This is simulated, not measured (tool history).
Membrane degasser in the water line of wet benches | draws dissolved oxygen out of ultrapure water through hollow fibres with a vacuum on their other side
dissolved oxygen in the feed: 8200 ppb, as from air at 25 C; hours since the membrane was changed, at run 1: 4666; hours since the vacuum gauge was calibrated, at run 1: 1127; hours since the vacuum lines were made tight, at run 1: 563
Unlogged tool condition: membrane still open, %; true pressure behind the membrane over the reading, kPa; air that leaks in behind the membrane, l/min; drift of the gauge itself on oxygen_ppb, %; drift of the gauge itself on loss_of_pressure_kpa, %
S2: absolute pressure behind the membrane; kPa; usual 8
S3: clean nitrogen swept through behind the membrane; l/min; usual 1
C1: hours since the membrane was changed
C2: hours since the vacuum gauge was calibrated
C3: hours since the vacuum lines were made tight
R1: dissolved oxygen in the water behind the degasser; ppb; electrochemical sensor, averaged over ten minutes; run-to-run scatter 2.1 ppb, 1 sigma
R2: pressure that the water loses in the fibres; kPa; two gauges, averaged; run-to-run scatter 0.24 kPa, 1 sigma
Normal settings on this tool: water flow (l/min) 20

Run 1, hour 0: usual settings; C1 4666; C2 1127; C3 563. Result: R1 275.6 ppb, R2 62.27 kPa.
Run 2, hour 77.6: usual settings; C1 4743; C2 1205; C3 640. Result: R1 266 ppb, R2 62.05 kPa.
Run 3, hour 229.4: usual settings but S3 1.16 l/min; C1 4895; C2 1357; C3 792. Result: R1 247.8 ppb, R2 62.36 kPa.
Run 4, hour 372.3: usual settings but S3 0.48 l/min; C1 5038; C2 1500; C3 935. Result: R1 439.3 ppb, R2 62.19 kPa.
Run 5, hour 498.3: usual settings but S3 0.48 l/min; C1 5164; C2 1626; C3 1061. Result: R1 447.6 ppb, R2 62.34 kPa.
Run 6, hour 642.8: usual settings but S3 1.9 l/min; C1 5309; C2 1770; C3 1206. Result: R1 181.7 ppb, R2 62.3 kPa.
Run 7, hour 726.6: usual settings but S2 7.47 kPa; C1 5392; C2 1854; C3 1289. Result: R1 257 ppb, R2 61.83 kPa.
Run 8, hour 874.1: usual settings but S2 7.47 kPa; C1 5540; C2 2001; C3 1437. Result: R1 255.2 ppb, R2 62.21 kPa.
Run 9, hour 938.4: usual settings but S2 7.47 kPa; C1 5604; C2 2066; C3 1501. Result: R1 257.5 ppb, R2 62.07 kPa.
Run 10, hour 1046.3: usual settings; C1 5712; C2 2174; C3 1609. Result: R1 278.3 ppb, R2 62.21 kPa.
Run 11, hour 1154.3: usual settings; C1 5820; C2 2282; C3 1717. Result: R1 279.5 ppb, R2 62.17 kPa.
Run 12, hour 1237.9: usual settings; C1 5904; C2 2365; C3 1801. Result: R1 275.8 ppb, R2 62.46 kPa.
Run 13, hour 1373: usual settings; C1 6039; C2 2500; C3 1936. Result: R1 282.8 ppb, R2 62.22 kPa.
Run 14, hour 1463.5: usual settings; C1 6129; C2 2591; C3 2026. Result: R1 278.3 ppb, R2 62.37 kPa.
Run 15, hour 1591.2: usual settings; C1 6257; C2 2719; C3 2154. Result: R1 279.4 ppb, R2 62.51 kPa.
Run 16, hour 1708.8: usual settings; C1 6375; C2 2836; C3 2272. Result: R1 278.7 ppb, R2 62.26 kPa.
Run 17, hour 1806.9: usual settings; C1 6473; C2 2934; C3 2370. Result: R1 281.8 ppb, R2 62.46 kPa.
Run 18, hour 1875.8: usual settings; C1 6542; C2 3003; C3 2439. Result: R1 281.6 ppb, R2 62.54 kPa.
Run 19, hour 1958.6: usual settings but S2 13.34 kPa, S3 0.64 l/min; C1 6625; C2 3086; C3 2521. Result: R1 687.3 ppb, R2 62.41 kPa.
Run 20, hour 2047: usual settings but water flow (l/min) 27, S2 12.66 kPa, S3 0.86 l/min; C1 6713; C2 3174; C3 2610. Result: R1 713 ppb, R2 84.71 kPa.
Run 21, hour 2129.3: usual settings but S2 11.21 kPa, S3 0.86 l/min; C1 6795; C2 3257; C3 2692. Result: R1 468 ppb, R2 62.25 kPa.
Run 22, hour 2283.4: usual settings but S2 11.21 kPa, S3 0.86 l/min; C1 6949; C2 3411; C3 2846. Result: R1 462.4 ppb, R2 63.01 kPa.
Run 23, hour 2401.1: usual settings but water flow (l/min) 29, S2 6.24 kPa, S3 0.86 l/min; C1 7067; C2 3528; C3 2964. Result: R1 378.4 ppb, R2 90.46 kPa.
At hour 2416.3: vacuum gauge calibrated.
Run 24, hour 2518.3: usual settings but water flow (l/min) 22, S2 7.91 kPa, S3 2.06 l/min; C1 7184; C2 102; C3 3081. Result: R1 206.4 ppb, R2 68.94 kPa.
Run 25, hour 2660.8: usual settings but water flow (l/min) 30, S2 6.87 kPa, S3 3 l/min; C1 7326; C2 244; C3 3223. Result: R1 265.2 ppb, R2 93.98 kPa.
Run 26, hour 2733.9: usual settings but water flow (l/min) 27, S3 0.92 l/min; C1 7399; C2 318; C3 3296. Result: R1 445.2 ppb, R2 84.51 kPa.
Run 27, hour 2825.7: usual settings but water flow (l/min) 29, S2 17.59 kPa, S3 0.68 l/min; C1 7491; C2 409; C3 3388. Result: R1 1214.3 ppb, R2 91.29 kPa.
Run 28, hour 2968.9: usual settings but water flow (l/min) 29, S2 17.59 kPa, S3 0.68 l/min; C1 7634; C2 553; C3 3531. Result: R1 1211.3 ppb, R2 90.89 kPa.
Run 29, hour 3042.9: usual settings but water flow (l/min) 22, S2 16.22 kPa, S3 1.03 l/min; C1 7708; C2 627; C3 3605. Result: R1 664.8 ppb, R2 68.8 kPa.
Run 30, hour 3109.3: usual settings but S2 17.51 kPa, S3 0.98 l/min; C1 7775; C2 693; C3 3672. Result: R1 674.9 ppb, R2 63.01 kPa.
Run 31, hour 3200.3: usual settings but S2 17.51 kPa, S3 0.98 l/min; C1 7866; C2 784; C3 3763. Result: R1 683.2 ppb, R2 62.82 kPa.
Run 32, hour 3293.1: usual settings but water flow (l/min) 12, S2 13.08 kPa, S3 2.05 l/min; C1 7958; C2 877; C3 3855. Result: R1 158 ppb, R2 37.59 kPa.
At hour 3313.3: vacuum gauge calibrated, once more.
Run 33, hour 3411.4: usual settings but water flow (l/min) 12, S2 13.08 kPa, S3 2.05 l/min; C1 8076; C2 98; C3 3973. Result: R1 154.3 ppb, R2 38.1 kPa.

A few steps of R1 between consecutive runs. Split each: what settings, incoming material and random variation would produce without the hidden state, and what is left over for the hidden state, along with gauge scatter present in only one of the two compared results (measured, and without hidden state):
Run 22 -> 23: water flow (l/min) 20 -> 29, S2 11.21 -> 6.24. R1 -84 ppb: hidden state +14.2, all else -98.2.
Run 26 -> 27: water flow (l/min) 27 -> 29, S2 8 -> 17.59, S3 0.92 -> 0.68. R1 +769.1 ppb: hidden state +0.9, all else +768.2.
Run 28 -> 29: water flow (l/min) 29 -> 22, S2 17.59 -> 16.22, S3 0.68 -> 1.03. R1 -546.5 ppb: hidden state -12.3, all else -534.2.
Run 31 -> 32: water flow (l/min) 20 -> 12, S2 17.51 -> 13.08, S3 0.98 -> 2.05. R1 -525.2 ppb: hidden state -15.9, all else -509.3.
